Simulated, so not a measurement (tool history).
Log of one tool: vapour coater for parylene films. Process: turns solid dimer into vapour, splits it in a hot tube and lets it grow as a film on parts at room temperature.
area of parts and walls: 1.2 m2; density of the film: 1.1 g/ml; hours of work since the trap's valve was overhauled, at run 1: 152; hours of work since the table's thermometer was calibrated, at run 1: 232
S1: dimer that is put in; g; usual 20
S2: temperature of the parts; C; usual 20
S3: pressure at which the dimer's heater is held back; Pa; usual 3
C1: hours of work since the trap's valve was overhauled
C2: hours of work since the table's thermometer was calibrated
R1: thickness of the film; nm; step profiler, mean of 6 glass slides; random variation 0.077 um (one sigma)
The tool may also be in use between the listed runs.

run,hour,S1,S2,S3,C1,C2,R1
1,0,20,20,3,152,232,9290
2,10.7,20,20,3,158,238,9390
3,21.7,20,20,4.29,163,243,8970
4,32.6,20,20,4.29,169,249,9060
5,44.1,33,20,4.29,175,255,14680
6,51.5,20,20,3,179,258,9380
7,58.4,20,24,3,182,262,8100
8,73.3,20,24,3,190,270,8170
9,88.4,20,24,3,197,277,8220
10,102.5,20,20,2.62,204,284,9390
11,112.5,20,20,4.22,210,289,8940
12,124.1,20,20,4.22,215,295,9040
13,131.6,20,20,4.22,219,299,9090
14,138.7,20,20,4.22,223,303,8880
15,153.2,20,20,4.31,230,310,8830
16,161,20,20,4.31,234,314,9030
17,176.2,20,20,4.31,242,322,8980
18,187.7,20,20,3,248,328,9400
19,199.5,20,20,3,254,334,9250
20,213.7,32,20,3,261,341,14910
21,223.2,32,20,3,266,346,14940
22,238.4,20,20,3,274,354,9370
23,248.4,20,20,3,279,359,9330
24,256.7,20,20,3,283,363,9270
25,268.7,20,20,3,289,369,9390
26,282.4,8,22,3.55,296,376,3430
27,295.2,8,22,3.55,302,382,3440
28,309.6,11,19,8.83,310,390,4810
29,324.9,11,19,8.83,318,398,4850
30,331.6,13,12,2.76,321,401,7860
31,338.5,9,15,2.76,324,404,4930
32,351.7,9,15,2.76,331,411,5040
33,364.1,9,15,2.76,338,417,4930
34,378.5,28,15,2.76,345,425,15360
35,392.4,28,15,2.76,352,432,15270
36,403.5,28,15,2.76,358,438,15500
37,413.5,10,12,6.48,363,443,5700
38,421.9,10,18,11.9,367,447,4410
39,433.9,10,18,11.9,373,453,4400
40,443.2,10,20,11.9,378,458,4150
41,454.4,20,15,9.92,383,463,9900
42,467.1,20,15,9.92,390,470,9830
43,474.7,20,15,9.92,394,474,9590
44,484.9,20,15,9.92,399,479,9940
45,498.3,26,20,3.42,406,486,11680
46,507.7,17,21,2.4,411,491,7820
47,519.5,17,26,2.4,417,497,6550
48,531.8,33,25,11.92,423,503,11580

3 ways to go on from here, each from the tool as it stands after run 48. What would each give?
A,538.1,19,29,3.16,426,506,?
B,538.1,18,15,11.92,426,506,?
C,538.1,32,16,3.81,426,506,?

run,R1
A,6390
B,8810
C,16440
Without the tool's hidden state the same runs would have given:
run,R1
A,6410
B,8840
C,16500
